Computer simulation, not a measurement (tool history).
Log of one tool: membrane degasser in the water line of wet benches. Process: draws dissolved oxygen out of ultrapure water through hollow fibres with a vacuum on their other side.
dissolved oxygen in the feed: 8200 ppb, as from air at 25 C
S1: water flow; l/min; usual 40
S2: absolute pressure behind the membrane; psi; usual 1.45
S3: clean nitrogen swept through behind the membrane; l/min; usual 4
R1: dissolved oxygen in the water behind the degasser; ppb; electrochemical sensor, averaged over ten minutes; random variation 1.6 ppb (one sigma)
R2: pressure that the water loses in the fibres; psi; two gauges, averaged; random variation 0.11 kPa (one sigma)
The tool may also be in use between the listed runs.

| run | hour | S1 | S2 | S3 | R1 | R2 |
|---|---|---|---|---|---|---|
| 1 | 0 | 40 | 1.45 | 4 | 257.1 | 5.044 |
| 2 | 79 | 40 | 1.45 | 4 | 259 | 5.086 |
| 3 | 132.3 | 43 | 1.45 | 4 | 302.9 | 5.451 |
| 4 | 206.2 | 40 | 1.45 | 4 | 263.3 | 5.091 |
| 5 | 240.4 | 40 | 1.45 | 4 | 258.3 | 5.039 |
| 6 | 299.9 | 40 | 1.45 | 4.25 | 252.8 | 5.039 |
| 7 | 357.1 | 40 | 1.45 | 4.25 | 253.4 | 5.094 |
| 8 | 431 | 40 | 1.45 | 4 | 258.9 | 5.081 |
| 9 | 465 | 40 | 1.45 | 4 | 259.1 | 5.059 |
|  | 496.5 | seals of the vacuum lines changed |
| 10 | 505.7 | 40 | 1.45 | 4 | 256.4 | 5.107 |
| 11 | 574.1 | 40 | 1.45 | 4 | 255.7 | 5.05 |
| 12 | 616.8 | 46 | 1.45 | 4 | 347.2 | 5.832 |
| 13 | 679.6 | 40 | 1.45 | 4 | 259.7 | 5.072 |
| 14 | 748.9 | 40 | 1.45 | 4 | 258.3 | 5.069 |
| 15 | 810.8 | 40 | 1.45 | 2.6 | 329.6 | 5.071 |
| 16 | 856 | 40 | 1.45 | 3.25 | 290.2 | 5.12 |
| 17 | 906.3 | 40 | 1.45 | 4 | 259.5 | 5.092 |
| 18 | 972.7 | 40 | 1.45 | 4 | 257 | 5.102 |
| 19 | 1054.9 | 32 | 1.45 | 3.91 | 170.4 | 4.08 |
| 20 | 1124.3 | 32 | 1.45 | 3.91 | 171.6 | 4.071 |
| 21 | 1200.1 | 38 | 1.45 | 3.91 | 237.8 | 4.817 |
| 22 | 1246.8 | 35 | 0.97 | 3.91 | 133.2 | 4.45 |
| 23 | 1303.3 | 61 | 0.97 | 3.91 | 526 | 7.757 |
| 24 | 1365.2 | 60 | 1.45 | 4 | 602.9 | 7.617 |

The next listed run, before its measurement:
| 25 | 1435.4 | 48 | 3 | 7.48 | ? | ? |

Run 25 gave R1 449.1 ppb, R2 6.109 psi.
Without the tool's hidden state the same run would have given R1 443.4 ppb, R2 6.073 psi.
